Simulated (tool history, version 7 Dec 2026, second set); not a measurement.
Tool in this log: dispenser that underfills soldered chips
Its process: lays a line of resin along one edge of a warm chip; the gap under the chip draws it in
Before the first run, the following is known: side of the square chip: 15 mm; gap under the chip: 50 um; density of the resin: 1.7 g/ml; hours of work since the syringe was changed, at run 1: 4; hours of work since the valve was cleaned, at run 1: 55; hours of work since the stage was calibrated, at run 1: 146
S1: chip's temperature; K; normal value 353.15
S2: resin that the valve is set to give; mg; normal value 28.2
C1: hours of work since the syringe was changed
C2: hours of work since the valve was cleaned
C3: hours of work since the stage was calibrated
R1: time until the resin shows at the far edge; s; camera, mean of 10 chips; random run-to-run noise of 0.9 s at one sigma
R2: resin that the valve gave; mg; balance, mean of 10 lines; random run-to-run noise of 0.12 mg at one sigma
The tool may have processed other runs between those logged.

{"run": 1, "hour": 0.0, "S1": 353.15, "S2": 28.2, "C1": 4, "C2": 55, "C3": 146, "R1": 121.1, "R2": 27.25}
{"hour": 2.0, "done": "new syringe of resin"}
{"run": 2, "hour": 4.3, "S1": 353.15, "S2": 30.4, "C1": 2, "C2": 58, "C3": 149, "R1": 95, "R2": 29.15}
{"hour": 9.5, "done": "new syringe of resin"}
{"run": 3, "hour": 9.5, "S1": 359.15, "S2": 30.4, "C1": 0, "C2": 62, "C3": 153, "R1": 62.3, "R2": 29.03}
{"run": 4, "hour": 11.9, "S1": 353.15, "S2": 28.2, "C1": 2, "C2": 64, "C3": 155, "R1": 98.6, "R2": 26.83}
{"run": 5, "hour": 15.6, "S1": 353.15, "S2": 28.2, "C1": 5, "C2": 66, "C3": 158, "R1": 126.8, "R2": 26.69}
{"hour": 17.2, "done": "new syringe of resin"}
{"run": 6, "hour": 18.3, "S1": 353.15, "S2": 28.2, "C1": 1, "C2": 68, "C3": 160, "R1": 91.8, "R2": 26.98}
{"run": 7, "hour": 23.3, "S1": 353.15, "S2": 28.2, "C1": 5, "C2": 72, "C3": 163, "R1": 130.7, "R2": 26.97}
{"hour": 24.8, "done": "new syringe of resin"}
{"run": 8, "hour": 26.8, "S1": 344.15, "S2": 26.7, "C1": 1, "C2": 74, "C3": 166, "R1": 153.4, "R2": 25.34}
{"run": 9, "hour": 31.6, "S1": 358.15, "S2": 28.2, "C1": 5, "C2": 78, "C3": 170, "R1": 105.4, "R2": 26.61}
{"hour": 32.5, "done": "new syringe of resin"}
{"run": 10, "hour": 34.7, "S1": 358.15, "S2": 28.2, "C1": 2, "C2": 80, "C3": 172, "R1": 75.4, "R2": 26.91}
{"run": 11, "hour": 38.1, "S1": 358.15, "S2": 28.2, "C1": 4, "C2": 83, "C3": 174, "R1": 96.3, "R2": 26.73}

The same runs without the tool's hidden state, with the same run-to-run variation:
The tool's hidden condition here consists of: resin's viscosity, % of fresh resin's; dose that the valve gives, % of what is set; true chip temperature over the reading, C; drift of the gauge itself on fill_s, %; drift of the gauge itself on given_mg, %.
run=1 R1=84.8 R2=28.27
run=2 R1=84 R2=30.31
run=3 R1=63.5 R2=30.27
run=4 R1=84.8 R2=28.02
run=5 R1=84.7 R2=27.93
run=6 R1=84 R2=28.27
run=7 R1=84.9 R2=28.33
run=8 R1=135.7 R2=26.67
run=9 R1=66.4 R2=28.08
run=10 R1=65.6 R2=28.45
run=11 R1=66.2 R2=28.32
